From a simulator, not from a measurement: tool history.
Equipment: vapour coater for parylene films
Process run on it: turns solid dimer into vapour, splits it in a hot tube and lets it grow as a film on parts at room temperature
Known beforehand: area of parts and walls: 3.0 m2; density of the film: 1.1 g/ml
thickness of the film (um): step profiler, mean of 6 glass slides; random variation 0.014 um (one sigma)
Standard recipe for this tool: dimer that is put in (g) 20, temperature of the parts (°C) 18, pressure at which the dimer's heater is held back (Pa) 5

run   hour  dimer that is put in (g)  temperature of the parts (°C)  pressure at which the dimer's heater is held back (Pa)  thickness of the film (um)
  1      0                        20                             18                                                       5                        3.14
  2   15.4                        20                             18                                                       5                        3.17
  3   26.1                        20                             18                                                       5                        3.14
      33.2  -- trap's valve overhauled
  4   39.1                        16                             18                                                       5                        2.52
  5   57.4                        16                             18                                                       5                        2.55
  6   78.8                        16                             18                                                       5                        2.52
  7   90.8                        15                             20                                                    6.87                        2.18
  8  100.7                        12                             15                                                       5                        2.12
  9  111.1                        20                             20                                                       5                        2.98
 10  127.7                        20                             18                                                    7.14                        3.11
 11  139.6                        20                             18                                                    7.14                        3.12
 12  152.1                        34                             14                                                    7.93                        6.05

Alternative continuations, all from the tool just after run 12; predict every row:
  A  161.3                        20                             18                                                    4.95                           ?
  B  161.3                        34                             14                                                    2.55                           ?
  C  161.3                        20                             18                                                    9.77                           ?
  D  161.3                        12                             12                                                    2.86                           ?

run  thickness of the film (um)
  A                        3.17
  B                        6.52
  C                        3.06
  D                        2.45
What these runs would have given with no unlogged condition in the tool:
run  thickness of the film (um)
  A                        3.13
  B                        6.43
  C                        3.02
  D                        2.41

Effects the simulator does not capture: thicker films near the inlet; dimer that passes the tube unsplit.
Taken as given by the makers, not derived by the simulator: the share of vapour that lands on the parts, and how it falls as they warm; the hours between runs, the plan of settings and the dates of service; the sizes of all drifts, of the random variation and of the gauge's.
